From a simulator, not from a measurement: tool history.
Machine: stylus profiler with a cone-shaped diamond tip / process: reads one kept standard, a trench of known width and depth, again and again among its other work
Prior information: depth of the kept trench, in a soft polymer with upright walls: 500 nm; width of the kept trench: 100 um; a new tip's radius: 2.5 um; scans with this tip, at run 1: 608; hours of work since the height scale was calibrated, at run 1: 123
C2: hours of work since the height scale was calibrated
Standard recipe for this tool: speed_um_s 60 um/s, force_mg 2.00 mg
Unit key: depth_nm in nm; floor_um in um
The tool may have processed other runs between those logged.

Run 1, hour 0.0: usual settings; scans with this tip 608; C2 123. Result: depth_nm 504.54 nm, floor_um 96.63 um.
Run 2, hour 22.4: usual settings; scans with this tip 667; C2 135. Result: depth_nm 504.44 nm, floor_um 96.65 um.
Run 3, hour 47.8: usual settings; scans with this tip 735; C2 148. Result: depth_nm 504.40 nm, floor_um 96.61 um.
Run 4, hour 77.8: usual settings; scans with this tip 815; C2 165. Result: depth_nm 504.33 nm, floor_um 96.58 um.
Run 5, hour 91.9: usual settings; scans with this tip 853; C2 172. Result: depth_nm 504.40 nm, floor_um 96.51 um.
Run 6, hour 107.6: usual settings; scans with this tip 894; C2 181. Result: depth_nm 504.28 nm, floor_um 96.51 um.
Run 7, hour 134.6: usual settings; scans with this tip 966; C2 195. Result: depth_nm 504.30 nm, floor_um 96.53 um.
Run 8, hour 162.1: usual settings but force_mg 1.11 mg; scans with this tip 1040; C2 210. Result: depth_nm 503.14 nm, floor_um 96.41 um.
Run 9, hour 187.1: usual settings but speed_um_s 229 um/s; scans with this tip 1106; C2 223. Result: depth_nm 504.36 nm, floor_um 95.77 um.
Run 10, hour 208.5: usual settings but speed_um_s 229 um/s; scans with this tip 1163; C2 235. Result: depth_nm 504.60 nm, floor_um 95.74 um.
Run 11, hour 239.1: usual settings but speed_um_s 229 um/s; scans with this tip 1245; C2 251. Result: depth_nm 504.30 nm, floor_um 95.77 um.
Run 12, hour 260.3: usual settings but speed_um_s 229 um/s; scans with this tip 1301; C2 263. Result: depth_nm 504.07 nm, floor_um 95.69 um.
Run 13, hour 290.0: usual settings but force_mg 4.30 mg; scans with this tip 1380; C2 279. Result: depth_nm 507.35 nm, floor_um 96.45 um.
Run 14, hour 320.0: usual settings but force_mg 4.30 mg; scans with this tip 1460; C2 295. Result: depth_nm 507.20 nm, floor_um 96.48 um.
Run 15, hour 342.9: usual settings but speed_um_s 72 um/s; scans with this tip 1521; C2 307. Result: depth_nm 504.13 nm, floor_um 96.31 um.
Run 16, hour 370.7: usual settings but speed_um_s 33 um/s, force_mg 0.99 mg; scans with this tip 1595; C2 322. Result: depth_nm 502.70 nm, floor_um 96.36 um.
Run 17, hour 383.9: usual settings but speed_um_s 52 um/s, force_mg 1.35 mg; scans with this tip 1630; C2 329. Result: depth_nm 503.26 nm, floor_um 96.28 um.
Run 18, hour 397.4: usual settings but speed_um_s 52 um/s, force_mg 1.35 mg; scans with this tip 1667; C2 336. Result: depth_nm 503.19 nm, floor_um 96.30 um.
Run 19, hour 421.2: usual settings but speed_um_s 25 um/s; scans with this tip 1730; C2 349. Result: depth_nm 504.16 nm, floor_um 96.37 um.
Run 20, hour 445.3: usual settings but speed_um_s 72 um/s, force_mg 1.26 mg; scans with this tip 1794; C2 362. Result: depth_nm 503.01 nm, floor_um 96.08 um.
Run 21, hour 471.3: usual settings but speed_um_s 223 um/s, force_mg 2.15 mg; scans with this tip 1863; C2 376. Result: depth_nm 504.36 nm, floor_um 95.59 um.
Run 22, hour 499.2: usual settings but speed_um_s 17 um/s; scans with this tip 1938; C2 391. Result: depth_nm 504.24 nm, floor_um 96.38 um.
Run 23, hour 512.6: usual settings but speed_um_s 63 um/s; scans with this tip 1973; C2 398. Result: depth_nm 504.14 nm, floor_um 96.22 um.
Run 24, hour 525.5: usual settings but speed_um_s 63 um/s; scans with this tip 2008; C2 405. Result: depth_nm 504.18 nm, floor_um 96.15 um.
Run 25, hour 540.0: usual settings but speed_um_s 63 um/s; scans with this tip 2047; C2 413. Result: depth_nm 503.91 nm, floor_um 96.15 um.
Run 26, hour 562.1: usual settings but speed_um_s 96 um/s, force_mg 1.51 mg; scans with this tip 2105; C2 425. Result: depth_nm 503.18 nm, floor_um 96.01 um.
Run 27, hour 576.6: usual settings but speed_um_s 34 um/s, force_mg 4.42 mg; scans with this tip 2144; C2 433. Result: depth_nm 507.26 nm, floor_um 96.34 um.

For run 28, what comes out?
Run 28, hour 590.1: usual settings but speed_um_s 206 um/s, force_mg 2.99 mg; scans with this tip 2180; C2 440. Result: depth_nm ?, floor_um ?.

Run 28 yielded depth_nm 505.16 nm, floor_um 95.71 um.
With no hidden state in the tool, this same run would have given depth_nm 505.55 nm, floor_um 96.31 um.
